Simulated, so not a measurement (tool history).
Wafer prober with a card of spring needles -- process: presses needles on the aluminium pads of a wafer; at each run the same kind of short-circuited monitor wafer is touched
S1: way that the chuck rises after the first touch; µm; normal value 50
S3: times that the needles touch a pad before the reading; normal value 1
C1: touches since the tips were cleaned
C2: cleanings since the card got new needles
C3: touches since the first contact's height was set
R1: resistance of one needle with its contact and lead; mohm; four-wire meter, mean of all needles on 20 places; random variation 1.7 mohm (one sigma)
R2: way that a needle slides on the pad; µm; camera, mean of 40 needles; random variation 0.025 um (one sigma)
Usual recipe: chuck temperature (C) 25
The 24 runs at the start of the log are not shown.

run 25 hour=239.1 | S1=45 chuck_temperature_(C)=25 S3=1 | C1=4206 C2=12 C3=95715 | R1=171 R2=6
run 26 hour=248.2 | S1=45 chuck_temperature_(C)=25 S3=1 | C1=6555 C2=12 C3=98064 | R1=172 R2=6.04
-- hour=251.6 tips cleaned on abrasive film
run 27 hour=262.2 | S1=45 chuck_temperature_(C)=25 S3=1 | C1=2743 C2=13 C3=101657 | R1=174 R2=6.03
-- hour=267 gauge calibrated
run 28 hour=268.9 | S1=49 chuck_temperature_(C)=54 S3=2 | C1=4468 C2=13 C3=103382 | R1=179 R2=6.4
run 29 hour=278.3 | S1=36 chuck_temperature_(C)=43 S3=3 | C1=6898 C2=13 C3=105812 | R1=185 R2=4.74
-- hour=279.5 tips cleaned on abrasive film
run 30 hour=286 | S1=50 chuck_temperature_(C)=71 S3=1 | C1=1677 C2=14 C3=107785 | R1=181 R2=6.54
run 31 hour=293.5 | S1=50 chuck_temperature_(C)=71 S3=1 | C1=3616 C2=14 C3=109724 | R1=177 R2=6.48
run 32 hour=305.9 | S1=50 chuck_temperature_(C)=71 S3=1 | C1=6824 C2=14 C3=112932 | R1=180 R2=6.57
-- hour=307.5 tips cleaned on abrasive film
run 33 hour=318 | S1=54 chuck_temperature_(C)=34 S3=2 | C1=2725 C2=15 C3=116039 | R1=172 R2=7.06
run 34 hour=331.3 | S1=54 chuck_temperature_(C)=27 S3=2 | C1=6147 C2=15 C3=119461 | R1=172 R2=7.09

Below are 3 alternative next runs, each starting from the tool's condition after run 34. Predict each:
-- hour=335.3 tips cleaned on abrasive film
run A hour=344 | S1=39 chuck_temperature_(C)=27 S3=1 | C1=2249 C2=16 C3=122734 | R1=? R2=?
-- hour=335.3 tips cleaned on abrasive film
run B hour=344 | S1=46 chuck_temperature_(C)=64 S3=1 | C1=2249 C2=16 C3=122734 | R1=? R2=?
-- hour=335.3 tips cleaned on abrasive film
run C hour=344 | S1=35 chuck_temperature_(C)=90 S3=2 | C1=2249 C2=16 C3=122734 | R1=? R2=?

run=A R1=176 R2=5.13
run=B R1=179 R2=6.02
run=C R1=197 R2=4.61
Had the tool no hidden state, the same runs would have come out as:
run=A R1=175 R2=5.09
run=B R1=179 R2=5.98
run=C R1=196 R2=4.57
